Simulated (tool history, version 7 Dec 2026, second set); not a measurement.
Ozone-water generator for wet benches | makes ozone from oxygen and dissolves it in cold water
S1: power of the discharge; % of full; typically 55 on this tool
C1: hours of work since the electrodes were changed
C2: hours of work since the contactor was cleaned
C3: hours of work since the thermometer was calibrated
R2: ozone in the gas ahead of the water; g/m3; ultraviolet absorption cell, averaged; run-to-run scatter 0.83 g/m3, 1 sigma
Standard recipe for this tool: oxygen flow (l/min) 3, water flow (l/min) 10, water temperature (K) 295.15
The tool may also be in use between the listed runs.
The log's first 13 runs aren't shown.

Run 14, hour 304.2: usual settings; C1 1449; C2 1178; C3 1666. Result: dissolved ozone (ppm) 12.6, R2 133.6 g/m3.
Run 15, hour 330.1: usual settings; C1 1474; C2 1203; C3 1692. Result: dissolved ozone (ppm) 12.4, R2 133.9 g/m3.
Run 16, hour 358.5: usual settings; C1 1502; C2 1231; C3 1719. Result: dissolved ozone (ppm) 12.3, R2 133.8 g/m3.
Run 17, hour 372.9: usual settings; C1 1516; C2 1245; C3 1733. Result: dissolved ozone (ppm) 12.6, R2 133.3 g/m3.
Run 18, hour 391.7: usual settings but water flow (l/min) 14, water temperature (K) 301.15; C1 1534; C2 1264; C3 1752. Result: dissolved ozone (ppm) 8.8, R2 133.5 g/m3.
Run 19, hour 419.6: usual settings but water flow (l/min) 14, water temperature (K) 301.15; C1 1562; C2 1291; C3 1779. Result: dissolved ozone (ppm) 8.4, R2 132.9 g/m3.
Run 20, hour 434.2: usual settings but water flow (l/min) 14, water temperature (K) 301.15; C1 1576; C2 1305; C3 1793. Result: dissolved ozone (ppm) 8.5, R2 132.4 g/m3.
Run 21, hour 451.8: usual settings but S1 52 % of full, water flow (l/min) 15; C1 1593; C2 1322; C3 1810. Result: dissolved ozone (ppm) 8.7, R2 128.1 g/m3.
Run 22, hour 470.5: usual settings but S1 70 % of full, water flow (l/min) 15; C1 1611; C2 1341; C3 1829. Result: dissolved ozone (ppm) 10.3, R2 153.3 g/m3.
Run 23, hour 500.9: usual settings but S1 70 % of full, water flow (l/min) 15; C1 1641; C2 1370; C3 1858. Result: dissolved ozone (ppm) 10.3, R2 152.7 g/m3.
Run 24, hour 525.3: usual settings but S1 48 % of full, water flow (l/min) 15, water temperature (K) 300.15; C1 1665; C2 1394; C3 1882. Result: dissolved ozone (ppm) 7.5, R2 122.6 g/m3.
Run 25, hour 555.2: usual settings but S1 48 % of full, water flow (l/min) 15, water temperature (K) 300.15; C1 1694; C2 1423; C3 1911. Result: dissolved ozone (ppm) 7.6, R2 122.4 g/m3.
Run 26, hour 573.3: usual settings but S1 78 % of full, oxygen flow (l/min) 2.24; C1 1712; C2 1441; C3 1929. Result: dissolved ozone (ppm) 14.7, R2 182.5 g/m3.
Run 27, hour 589.4: usual settings but S1 78 % of full, oxygen flow (l/min) 1.75, water temperature (K) 290.15; C1 1727; C2 1456; C3 1945. Result: dissolved ozone (ppm) 14.6, R2 200.9 g/m3.
Run 28, hour 605.6: usual settings but S1 56 % of full, oxygen flow (l/min) 1.75, water flow (l/min) 12, water temperature (K) 290.15; C1 1743; C2 1472; C3 1960. Result: dissolved ozone (ppm) 9.9, R2 161.7 g/m3.
Run 29, hour 635.5: usual settings but S1 56 % of full, oxygen flow (l/min) 1.75, water flow (l/min) 12, water temperature (K) 290.15; C1 1772; C2 1501; C3 1990. Result: dissolved ozone (ppm) 10, R2 161.6 g/m3.
Run 30, hour 649.4: usual settings but S1 56 % of full, oxygen flow (l/min) 2.88, water flow (l/min) 12, water temperature (K) 290.15; C1 1786; C2 1515; C3 2003. Result: dissolved ozone (ppm) 11.7, R2 136.6 g/m3.

Branching from run 30: 3 alternative next runs. What would each branch give?
Run A, hour 674: usual settings but S1 56 % of full, oxygen flow (l/min) 2.06, water flow (l/min) 6, water temperature (K) 288.15; C1 1810; C2 1539; C3 2027. Result: dissolved ozone (ppm) ?, R2 ?.
Run B, hour 674: usual settings but S1 43 % of full, oxygen flow (l/min) 3.97, water flow (l/min) 13, water temperature (K) 290.15; C1 1810; C2 1539; C3 2027. Result: dissolved ozone (ppm) ?, R2 ?.
Run C, hour 674: usual settings but S1 43 % of full, oxygen flow (l/min) 3.26, water temperature (K) 300.15; C1 1810; C2 1539; C3 2027. Result: dissolved ozone (ppm) ?, R2 ?.

run  dissolved ozone (ppm)     R2
  A                   19.8  152.7
  B                    9.7  103.4
  C                    9.9  111.3
The same runs, with their run-to-run variation unchanged, on a tool lacking any hidden condition would have given:
run  dissolved ozone (ppm)     R2
  A                   19.9  152.8
  B                    9.7  103.5
  C                    9.9  111.4
